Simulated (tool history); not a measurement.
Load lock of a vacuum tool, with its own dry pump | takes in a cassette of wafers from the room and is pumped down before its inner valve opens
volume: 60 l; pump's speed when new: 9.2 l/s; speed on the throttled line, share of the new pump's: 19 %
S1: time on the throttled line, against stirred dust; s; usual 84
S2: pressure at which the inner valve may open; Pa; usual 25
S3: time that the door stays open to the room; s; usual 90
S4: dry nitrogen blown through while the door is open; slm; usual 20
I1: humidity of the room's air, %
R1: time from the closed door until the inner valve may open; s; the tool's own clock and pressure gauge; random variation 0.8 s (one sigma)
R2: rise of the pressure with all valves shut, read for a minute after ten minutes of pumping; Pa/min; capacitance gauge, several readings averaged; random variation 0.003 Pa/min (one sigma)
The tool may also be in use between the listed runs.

run 1 hour=0 | S1=84 S2=25 S3=90 S4=20 | I1=43.5 | R1=121.8 R2=0.038
run 2 hour=96.7 | S1=84 S2=25 S3=90 S4=20 | I1=47.1 | R1=122.2 R2=0.038
run 3 hour=145.9 | S1=84 S2=25 S3=90 S4=20 | I1=43.1 | R1=124.1 R2=0.034
run 4 hour=203.5 | S1=84 S2=25 S3=90 S4=20 | I1=41.9 | R1=123 R2=0.032
run 5 hour=272.8 | S1=84 S2=25 S3=90 S4=20 | I1=47.2 | R1=123.7 R2=0.034
run 6 hour=325.9 | S1=84 S2=31 S3=90 S4=20 | I1=45 | R1=122.3 R2=0.037
run 7 hour=409.8 | S1=84 S2=31 S3=90 S4=20 | I1=44.8 | R1=121.7 R2=0.037
run 8 hour=480.3 | S1=135 S2=31 S3=90 S4=20 | I1=44.1 | R1=164.3 R2=0.032
run 9 hour=575.4 | S1=135 S2=31 S3=90 S4=20 | I1=43.6 | R1=162.4 R2=0.028
run 10 hour=678.8 | S1=135 S2=31 S3=90 S4=5 | I1=47.2 | R1=163.2 R2=0.051
run 11 hour=765.5 | S1=135 S2=31 S3=90 S4=5 | I1=45.3 | R1=163.6 R2=0.053
run 12 hour=862.8 | S1=84 S2=25 S3=99 S4=20 | I1=44.3 | R1=122.7 R2=0.041
run 13 hour=921.2 | S1=84 S2=25 S3=90 S4=4 | I1=45.7 | R1=122 R2=0.052
run 14 hour=1004.6 | S1=84 S2=25 S3=90 S4=4 | I1=43.4 | R1=122.2 R2=0.056
run 15 hour=1084.9 | S1=84 S2=25 S3=90 S4=4 | I1=48.2 | R1=122.4 R2=0.058
run 16 hour=1135.4 | S1=84 S2=25 S3=90 S4=4 | I1=49.2 | R1=124.3 R2=0.055
run 17 hour=1208.6 | S1=84 S2=25 S3=90 S4=4 | I1=43.2 | R1=122.1 R2=0.057
run 18 hour=1256.9 | S1=84 S2=25 S3=90 S4=4 | I1=47.1 | R1=123.2 R2=0.058
run 19 hour=1349.5 | S1=84 S2=25 S3=90 S4=4 | I1=47.5 | R1=122.2 R2=0.057
run 20 hour=1447.8 | S1=84 S2=25 S3=90 S4=4 | I1=45.9 | R1=122.8 R2=0.052
run 21 hour=1495.9 | S1=79 S2=44 S3=201 S4=4 | I1=43 | R1=115 R2=0.088
run 22 hour=1577.9 | S1=86 S2=30 S3=90 S4=9 | I1=47.3 | R1=123.9 R2=0.051
run 23 hour=1664.1 | S1=86 S2=30 S3=90 S4=9 | I1=44.8 | R1=124.5 R2=0.049
run 24 hour=1721.3 | S1=84 S2=18 S3=90 S4=43 | I1=47.3 | R1=124.7 R2=0.027
run 25 hour=1764 | S1=84 S2=27 S3=115 S4=20 | I1=43.8 | R1=122.6 R2=0.043
run 26 hour=1851.7 | S1=84 S2=22 S3=90 S4=20 | I1=47.9 | R1=123.7 R2=0.038
run 27 hour=1912.8 | S1=52 S2=46 S3=104 S4=20 | I1=45.1 | R1=92.2 R2=0.038
run 28 hour=1984.2 | S1=84 S2=24 S3=136 S4=20 | I1=45.1 | R1=121.8 R2=0.047
run 29 hour=2061.6 | S1=84 S2=24 S3=136 S4=20 | I1=48.3 | R1=123.4 R2=0.051
run 30 hour=2148.8 | S1=57 S2=25 S3=90 S4=43 | I1=45.7 | R1=100.7 R2=0.022
run 31 hour=2221 | S1=57 S2=25 S3=90 S4=43 | I1=46.4 | R1=101.3 R2=0.022
run 32 hour=2263.4 | S1=121 S2=36 S3=143 S4=10 | I1=43.6 | R1=150.8 R2=0.056
run 33 hour=2318.7 | S1=76 S2=25 S3=47 S4=19 | I1=47.4 | R1=117.1 R2=0.021
run 34 hour=2421.1 | S1=118 S2=26 S3=39 S4=9 | I1=42.2 | R1=149.1 R2=0.026
run 35 hour=2487.6 | S1=118 S2=26 S3=39 S4=9 | I1=43.4 | R1=149.7 R2=0.028
run 36 hour=2573.3 | S1=118 S2=26 S3=39 S4=9 | I1=47.9 | R1=151.8 R2=0.027

Forecast each of these 3 alternatives for the next run:
run A hour=2669.1 | S1=155 S2=25 S3=155 S4=20 | I1=45.3 | R1=? R2=?
run B hour=2669.1 | S1=118 S2=26 S3=26 S4=9 | I1=48.5 | R1=? R2=?
run C hour=2669.1 | S1=118 S2=19 S3=39 S4=11 | I1=45.3 | R1=? R2=?

run=A R1=183.7 R2=0.049
run=B R1=150.7 R2=0.017
run=C R1=153.4 R2=0.018
Without the tool's hidden state the same runs would have given:
run=A R1=183.7 R2=0.047
run=B R1=150.7 R2=0.015
run=C R1=153.4 R2=0.016
